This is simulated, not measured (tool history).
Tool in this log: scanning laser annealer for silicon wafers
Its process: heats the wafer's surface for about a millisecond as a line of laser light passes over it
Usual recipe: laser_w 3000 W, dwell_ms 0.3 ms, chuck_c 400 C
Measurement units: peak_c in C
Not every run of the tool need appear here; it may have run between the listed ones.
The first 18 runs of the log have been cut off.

| run | hour | laser_w | dwell_ms | chuck_c | peak_c |
|---|---|---|---|---|---|
|  | 343.2 | laser's power meter calibrated |
| 19 | 364.2 | 3000 | 0.356 | 400 | 1222 |
| 20 | 375.9 | 3000 | 0.356 | 400 | 1225 |
| 21 | 391.5 | 2882 | 0.297 | 400 | 1125 |
| 22 | 418.2 | 2882 | 0.297 | 400 | 1125 |
| 23 | 439.7 | 3000 | 0.3 | 433 | 1190 |
| 24 | 455.1 | 3000 | 0.3 | 433 | 1189 |
| 25 | 469 | 2703 | 0.251 | 433 | 1058 |
| 26 | 492 | 2611 | 0.251 | 433 | 1033 |
|  | 503 | laser's power meter calibrated, once more |
| 27 | 518.4 | 3209 | 0.251 | 423 | 1173 |
| 28 | 535.9 | 3209 | 0.251 | 423 | 1170 |

Predict the results of run 29:
| 29 | 548.7 | 3209 | 0.251 | 423 | ? |

Run 29 yielded peak_c 1171 C.
Without the tool's hidden state the same run would have given peak_c 1209 C.
